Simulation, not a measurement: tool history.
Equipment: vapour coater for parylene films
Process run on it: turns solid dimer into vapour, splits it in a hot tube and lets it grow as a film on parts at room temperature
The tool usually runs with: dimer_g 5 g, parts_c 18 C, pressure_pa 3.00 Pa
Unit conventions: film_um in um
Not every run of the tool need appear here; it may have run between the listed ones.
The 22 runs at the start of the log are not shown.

Run 23, day 23.421: usual settings but dimer_g 3 g, parts_c 13 C. Result: film_um 1.948 um.
Run 24, day 24.254: usual settings but dimer_g 3 g, parts_c 13 C, pressure_pa 11.22 Pa. Result: film_um 1.751 um.
Run 25, day 25.083: usual settings but dimer_g 7 g, parts_c 10 C, pressure_pa 7.94 Pa. Result: film_um 4.707 um.
Run 26, day 25.679: usual settings but dimer_g 7 g, parts_c 10 C, pressure_pa 7.94 Pa. Result: film_um 4.684 um.
Run 27, day 26.567: usual settings but dimer_g 7 g, parts_c 10 C, pressure_pa 7.94 Pa. Result: film_um 4.691 um.
Run 28, day 27.238: usual settings but dimer_g 3 g, parts_c 12 C, pressure_pa 2.43 Pa. Result: film_um 2.040 um.
Run 29, day 28.396: usual settings but dimer_g 3 g, parts_c 12 C, pressure_pa 6.57 Pa. Result: film_um 1.881 um.
Run 30, day 29.725: usual settings but dimer_g 3 g, parts_c 12 C, pressure_pa 6.57 Pa. Result: film_um 1.885 um.
At day 30.438: trap's valve overhauled.
Run 31, day 30.850: usual settings but dimer_g 3 g, parts_c 12 C, pressure_pa 6.57 Pa. Result: film_um 2.019 um.
Run 32, day 32.108: usual settings but dimer_g 8 g, parts_c 19 C, pressure_pa 6.57 Pa. Result: film_um 4.141 um.
Run 33, day 32.862: usual settings but dimer_g 8 g, parts_c 19 C, pressure_pa 6.57 Pa. Result: film_um 4.167 um.
Run 34, day 33.492: usual settings but dimer_g 8 g, parts_c 19 C, pressure_pa 6.57 Pa. Result: film_um 4.135 um.
Run 35, day 34.496: usual settings but parts_c 14 C. Result: film_um 3.290 um.
Run 36, day 35.338: usual settings but dimer_g 4 g, parts_c 25 C. Result: film_um 1.763 um.

What does the tool deliver on the next run?
Run 37, day 36.758: usual settings but dimer_g 7 g, parts_c 14 C, pressure_pa 9.08 Pa. Result: film_um ?.

{"run 37": {"film_um": 4.205}}
Had the tool carried no hidden state, the very same run would have given film_um 4.153 um.

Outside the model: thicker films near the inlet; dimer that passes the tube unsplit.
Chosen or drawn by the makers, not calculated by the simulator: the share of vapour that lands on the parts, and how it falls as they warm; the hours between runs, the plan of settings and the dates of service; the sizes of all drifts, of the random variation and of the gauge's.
